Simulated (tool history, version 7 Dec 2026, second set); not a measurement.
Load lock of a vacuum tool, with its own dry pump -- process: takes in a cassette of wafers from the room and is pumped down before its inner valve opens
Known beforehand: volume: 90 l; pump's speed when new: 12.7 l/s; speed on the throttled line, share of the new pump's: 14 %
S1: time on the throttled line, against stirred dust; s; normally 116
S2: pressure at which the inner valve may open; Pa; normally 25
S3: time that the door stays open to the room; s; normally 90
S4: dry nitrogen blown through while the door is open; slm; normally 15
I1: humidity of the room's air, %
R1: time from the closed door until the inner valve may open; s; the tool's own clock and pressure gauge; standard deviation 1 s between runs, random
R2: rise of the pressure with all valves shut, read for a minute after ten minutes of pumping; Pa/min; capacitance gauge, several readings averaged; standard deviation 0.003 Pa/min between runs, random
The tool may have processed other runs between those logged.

| run | hour | S1 | S2 | S3 | S4 | I1 | R1 | R2 |
|---|---|---|---|---|---|---|---|---|
| 1 | 0.0 | 116 | 25 | 90 | 15 | 45.5 | 158.8 | 0.043 |
| 2 | 148.9 | 116 | 34 | 90 | 15 | 45.8 | 155.5 | 0.043 |
| 3 | 365.0 | 116 | 34 | 90 | 15 | 44.2 | 158.7 | 0.040 |
| 4 | 519.7 | 116 | 25 | 90 | 15 | 44.6 | 158.0 | 0.039 |
| 5 | 697.8 | 116 | 25 | 90 | 15 | 46.8 | 158.4 | 0.039 |
| 6 | 992.3 | 116 | 25 | 90 | 15 | 46.3 | 159.3 | 0.042 |
| 7 | 1288.9 | 116 | 25 | 90 | 15 | 45.9 | 159.7 | 0.042 |
| 8 | 1572.6 | 116 | 25 | 90 | 15 | 40.3 | 158.6 | 0.040 |
| 9 | 1721.9 | 116 | 25 | 178 | 15 | 45.0 | 158.3 | 0.055 |
| 10 | 1973.7 | 116 | 25 | 178 | 15 | 46.1 | 155.2 | 0.057 |
| 11 | 2246.1 | 116 | 25 | 178 | 15 | 45.1 | 159.0 | 0.056 |
| 12 | 2520.3 | 116 | 25 | 43 | 15 | 44.9 | 157.1 | 0.031 |
| 13 | 2658.7 | 116 | 30 | 90 | 15 | 43.2 | 157.4 | 0.041 |
| 14 | 2793.0 | 116 | 30 | 90 | 15 | 45.3 | 157.1 | 0.048 |
| 15 | 3091.6 | 116 | 25 | 90 | 14 | 46.6 | 159.0 | 0.045 |
| 16 | 3370.5 | 97 | 25 | 29 | 14 | 42.9 | 140.9 | 0.022 |
| 17 | 3627.5 | 97 | 25 | 29 | 14 | 44.8 | 141.5 | 0.025 |
| 18 | 3758.7 | 116 | 47 | 90 | 15 | 44.2 | 153.3 | 0.045 |
| 19 | 3938.8 | 74 | 19 | 51 | 18 | 45.2 | 123.4 | 0.031 |
| 20 | 4162.7 | 147 | 19 | 51 | 18 | 45.4 | 186.3 | 0.024 |
| 21 | 4328.1 | 175 | 25 | 90 | 5 | 45.7 | 208.6 | 0.056 |
| 22 | 4456.6 | 90 | 48 | 90 | 9 | 44.0 | 129.9 | 0.048 |
| 23 | 4738.6 | 146 | 45 | 44 | 8 | 43.2 | 180.0 | 0.032 |
| 24 | 5046.1 | 77 | 25 | 48 | 15 | 43.8 | 124.0 | 0.032 |
| 25 | 5354.7 | 116 | 44 | 90 | 7 | 44.7 | 152.9 | 0.047 |
| 26 | 5645.2 | 116 | 44 | 90 | 7 | 45.5 | 154.8 | 0.057 |
| 27 | 5911.8 | 91 | 25 | 90 | 15 | 44.3 | 135.8 | 0.040 |
| 28 | 6133.1 | 199 | 25 | 31 | 35 | 46.2 | 229.8 | 0.018 |
| 29 | 6313.5 | 199 | 25 | 31 | 35 | 43.8 | 229.1 | 0.014 |
|  | 6407.8 | dry pump taken out, an overhauled one fitted |
| 30 | 6487.2 | 70 | 25 | 38 | 8 | 43.0 | 118.7 | 0.033 |

5 ways to go on from here, each from the tool as it stands after run 30. What would each give?
| A | 6696.6 | 116 | 25 | 90 | 12 | 48.8 | ? | ? |
| B | 6696.6 | 70 | 25 | 38 | 12 | 46.9 | ? | ? |
| C | 6696.6 | 82 | 25 | 38 | 5 | 45.1 | ? | ? |
| D | 6696.6 | 116 | 25 | 90 | 22 | 43.6 | ? | ? |
| E | 6696.6 | 145 | 25 | 38 | 8 | 44.4 | ? | ? |

| run | R1 | R2 |
|---|---|---|
| A | 159.5 | 0.052 |
| B | 117.7 | 0.037 |
| C | 129.0 | 0.043 |
| D | 157.9 | 0.033 |
| E | 183.0 | 0.034 |
Without the tool's hidden state the same runs would have given:
| run | R1 | R2 |
|---|---|---|
| A | 159.5 | 0.051 |
| B | 117.7 | 0.036 |
| C | 129.0 | 0.042 |
| D | 157.9 | 0.032 |
| E | 183.0 | 0.033 |

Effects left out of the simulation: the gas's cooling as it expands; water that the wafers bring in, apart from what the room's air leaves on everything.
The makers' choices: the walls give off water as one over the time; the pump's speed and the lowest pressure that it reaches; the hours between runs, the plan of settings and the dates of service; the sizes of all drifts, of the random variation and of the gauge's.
